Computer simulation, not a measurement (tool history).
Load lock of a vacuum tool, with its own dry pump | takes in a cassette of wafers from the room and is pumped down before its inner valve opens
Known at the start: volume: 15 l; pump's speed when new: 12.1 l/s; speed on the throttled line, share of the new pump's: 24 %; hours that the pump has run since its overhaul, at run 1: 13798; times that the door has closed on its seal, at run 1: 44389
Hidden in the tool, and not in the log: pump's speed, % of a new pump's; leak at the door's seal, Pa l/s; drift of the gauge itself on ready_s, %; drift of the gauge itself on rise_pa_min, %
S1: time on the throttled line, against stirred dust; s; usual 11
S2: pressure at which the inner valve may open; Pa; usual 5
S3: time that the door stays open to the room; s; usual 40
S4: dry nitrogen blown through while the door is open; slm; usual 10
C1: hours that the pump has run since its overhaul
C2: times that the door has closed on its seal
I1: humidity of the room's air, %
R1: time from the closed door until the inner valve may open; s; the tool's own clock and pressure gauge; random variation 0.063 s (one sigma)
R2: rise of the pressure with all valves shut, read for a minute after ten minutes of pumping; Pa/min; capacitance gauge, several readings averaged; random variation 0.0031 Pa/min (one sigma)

{"run": 1, "hour": 0.0, "S1": 11, "S2": 5, "S3": 40, "S4": 10, "C1": 13798, "C2": 44389, "I1": 45.8, "R1": 20.81, "R2": 0.062}
{"run": 2, "hour": 282.2, "S1": 11, "S2": 5, "S3": 40, "S4": 10, "C1": 14080, "C2": 45336, "I1": 49.8, "R1": 20.75, "R2": 0.072}
{"run": 3, "hour": 868.6, "S1": 11, "S2": 5, "S3": 40, "S4": 10, "C1": 14667, "C2": 47304, "I1": 42.1, "R1": 20.82, "R2": 0.058}
{"run": 4, "hour": 1284.0, "S1": 11, "S2": 5, "S3": 40, "S4": 10, "C1": 15082, "C2": 48698, "I1": 43.4, "R1": 20.81, "R2": 0.063}
{"run": 5, "hour": 1747.8, "S1": 11, "S2": 5, "S3": 40, "S4": 10, "C1": 15546, "C2": 50254, "I1": 49.1, "R1": 20.87, "R2": 0.073}
{"run": 6, "hour": 2053.6, "S1": 11, "S2": 5, "S3": 40, "S4": 10, "C1": 15852, "C2": 51280, "I1": 43.3, "R1": 20.68, "R2": 0.061}
{"run": 7, "hour": 2569.8, "S1": 11, "S2": 5, "S3": 29, "S4": 10, "C1": 16368, "C2": 53012, "I1": 45.8, "R1": 20.77, "R2": 0.049}
{"run": 8, "hour": 3061.7, "S1": 11, "S2": 5, "S3": 29, "S4": 10, "C1": 16860, "C2": 54663, "I1": 49.1, "R1": 20.84, "R2": 0.055}
{"run": 9, "hour": 3414.4, "S1": 11, "S2": 5, "S3": 29, "S4": 10, "C1": 17212, "C2": 55847, "I1": 45.2, "R1": 20.77, "R2": 0.055}
{"run": 10, "hour": 3669.6, "S1": 11, "S2": 5, "S3": 29, "S4": 10, "C1": 17468, "C2": 56703, "I1": 45.8, "R1": 20.88, "R2": 0.055}
{"run": 11, "hour": 4276.2, "S1": 17, "S2": 5, "S3": 40, "S4": 10, "C1": 18074, "C2": 58738, "I1": 45.1, "R1": 25.34, "R2": 0.065}
{"run": 12, "hour": 4694.7, "S1": 11, "S2": 5, "S3": 40, "S4": 8, "C1": 18493, "C2": 60143, "I1": 44.9, "R1": 20.81, "R2": 0.071}
{"run": 13, "hour": 5302.8, "S1": 11, "S2": 5, "S3": 40, "S4": 10, "C1": 19101, "C2": 62184, "I1": 44.4, "R1": 20.8, "R2": 0.063}
{"run": 14, "hour": 5898.7, "S1": 11, "S2": 5, "S3": 40, "S4": 10, "C1": 19697, "C2": 64183, "I1": 46.6, "R1": 20.82, "R2": 0.065}
{"hour": 6160.4, "done": "dry pump taken out, an overhauled one fitted"}
{"run": 15, "hour": 6464.6, "S1": 11, "S2": 5, "S3": 69, "S4": 10, "C1": 304, "C2": 66062, "I1": 45, "R1": 20.74, "R2": 0.095}
{"run": 16, "hour": 6909.8, "S1": 11, "S2": 5, "S3": 69, "S4": 10, "C1": 749, "C2": 67556, "I1": 44.1, "R1": 20.87, "R2": 0.098}
{"hour": 7295.1, "done": "door's seal changed, seat wiped"}
{"run": 17, "hour": 7389.3, "S1": 9, "S2": 9, "S3": 40, "S4": 10, "C1": 1227, "C2": 316, "I1": 45.1, "R1": 18.52, "R2": 0.062}
{"run": 18, "hour": 7695.7, "S1": 9, "S2": 4, "S3": 36, "S4": 38, "C1": 1534, "C2": 1344, "I1": 43.7, "R1": 19.5, "R2": 0.031}
{"run": 19, "hour": 8209.2, "S1": 7, "S2": 7, "S3": 31, "S4": 11, "C1": 2047, "C2": 3067, "I1": 44.9, "R1": 17.42, "R2": 0.056}
{"run": 20, "hour": 8697.6, "S1": 7, "S2": 7, "S3": 31, "S4": 11, "C1": 2536, "C2": 4706, "I1": 42.5, "R1": 17.38, "R2": 0.047}
{"run": 21, "hour": 9329.1, "S1": 7, "S2": 7, "S3": 109, "S4": 11, "C1": 3167, "C2": 6825, "I1": 45.2, "R1": 17.33, "R2": 0.116}
{"run": 22, "hour": 9604.5, "S1": 7, "S2": 7, "S3": 109, "S4": 11, "C1": 3443, "C2": 7750, "I1": 45.9, "R1": 17.2, "R2": 0.114}
{"run": 23, "hour": 10102.4, "S1": 7, "S2": 7, "S3": 109, "S4": 11, "C1": 3940, "C2": 9420, "I1": 44.2, "R1": 17.32, "R2": 0.116}
{"run": 24, "hour": 10478.0, "S1": 7, "S2": 5, "S3": 77, "S4": 11, "C1": 4316, "C2": 10681, "I1": 45.2, "R1": 17.72, "R2": 0.094}
{"run": 25, "hour": 10954.3, "S1": 10, "S2": 5, "S3": 77, "S4": 11, "C1": 4792, "C2": 12279, "I1": 44.1, "R1": 20.02, "R2": 0.09}
{"run": 26, "hour": 11451.6, "S1": 10, "S2": 5, "S3": 77, "S4": 11, "C1": 5290, "C2": 13948, "I1": 45.9, "R1": 20.14, "R2": 0.089}
{"run": 27, "hour": 12025.8, "S1": 10, "S2": 5, "S3": 77, "S4": 11, "C1": 5864, "C2": 15875, "I1": 46.9, "R1": 19.94, "R2": 0.097}
{"run": 28, "hour": 12635.0, "S1": 11, "S2": 9, "S3": 40, "S4": 10, "C1": 6473, "C2": 17919, "I1": 41.2, "R1": 19.95, "R2": 0.057}
{"run": 29, "hour": 13044.3, "S1": 11, "S2": 9, "S3": 40, "S4": 10, "C1": 6882, "C2": 19292, "I1": 43.8, "R1": 19.97, "R2": 0.065}

5 ways to go on from here, each from the tool as it stands after run 29. What would each give?
{"run": "A", "hour": 13323.2, "S1": 6, "S2": 5, "S3": 40, "S4": 10, "C1": 7161, "C2": 20228, "I1": 44.1, "R1": "?", "R2": "?"}
{"run": "B", "hour": 13323.2, "S1": 16, "S2": 9, "S3": 40, "S4": 6, "C1": 7161, "C2": 20228, "I1": 44.2, "R1": "?", "R2": "?"}
{"run": "C", "hour": 13323.2, "S1": 8, "S2": 9, "S3": 40, "S4": 19, "C1": 7161, "C2": 20228, "I1": 43.4, "R1": "?", "R2": "?"}
{"run": "D", "hour": 13323.2, "S1": 11, "S2": 5, "S3": 196, "S4": 20, "C1": 7161, "C2": 20228, "I1": 43.8, "R1": "?", "R2": "?"}
{"run": "E", "hour": 13323.2, "S1": 11, "S2": 5, "S3": 40, "S4": 34, "C1": 7161, "C2": 20228, "I1": 46.3, "R1": "?", "R2": "?"}

run=A R1=16.99 R2=0.061
run=B R1=23.8 R2=0.065
run=C R1=17.84 R2=0.049
run=D R1=20.68 R2=0.128
run=E R1=20.87 R2=0.044
Without the tool's hidden state the same runs would have given:
run=A R1=16.99 R2=0.061
run=B R1=23.79 R2=0.065
run=C R1=17.84 R2=0.048
run=D R1=20.68 R2=0.128
run=E R1=20.86 R2=0.043
